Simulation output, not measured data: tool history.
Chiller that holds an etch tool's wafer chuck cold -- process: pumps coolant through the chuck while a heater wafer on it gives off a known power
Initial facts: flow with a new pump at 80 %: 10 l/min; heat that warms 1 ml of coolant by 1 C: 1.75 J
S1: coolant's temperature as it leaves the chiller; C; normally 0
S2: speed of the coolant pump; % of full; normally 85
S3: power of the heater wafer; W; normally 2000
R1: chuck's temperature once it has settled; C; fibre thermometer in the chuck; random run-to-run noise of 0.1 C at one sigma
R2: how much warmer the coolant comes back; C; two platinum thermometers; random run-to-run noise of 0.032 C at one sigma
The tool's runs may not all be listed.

run,hour,S1,S2,S3,R1,R2
1,0.0,0,85,2000,15.9,6.41
2,130.6,0,85,2000,16.0,6.38
3,265.1,0,85,2000,16.1,6.41
4,406.5,0,85,1885,15.2,6.00
5,497.2,0,85,1885,15.0,6.09
6,646.7,0,85,1885,15.2,6.00
7,742.6,0,85,1885,15.0,6.01
8,882.8,0,85,1885,15.2,6.02
# hour 975.4: coolant changed, channels flushed
9,985.4,0,85,2000,15.8,6.35
10,1056.3,0,85,1013,8.2,3.23
11,1161.7,0,85,1013,8.0,3.23
12,1248.7,0,85,1013,8.3,3.19
13,1353.2,0,85,1013,8.1,3.19
14,1427.9,0,85,2000,16.1,6.37
# hour 1463.1: chiller's thermometer calibrated
15,1512.6,0,72,2000,18.6,7.68
16,1620.1,0,72,2000,18.5,7.65
17,1747.6,0,69,2000,19.3,7.97
18,1828.2,7,73,2656,31.5,10.03
19,1972.1,2,61,2000,23.9,9.15
20,2090.0,2,61,2000,23.7,9.12
21,2236.4,-9,69,2967,19.9,11.88
22,2323.3,-9,69,2967,19.8,11.91
23,2393.2,-6,92,2967,16.1,8.60
24,2486.9,-6,92,2967,16.2,8.58
25,2597.4,4,92,1608,16.0,4.61
26,2699.5,4,92,1608,15.8,4.63
27,2824.9,0,85,1066,8.6,3.25

Run 28 has not been measured yet. What should we expect?
28,2885.9,0,85,1066,?,?

R1: 8.3 C
R2: 3.24 C
The same run, on a tool lacking any hidden state, would have yielded R1 8.3 C, R2 3.39 C.
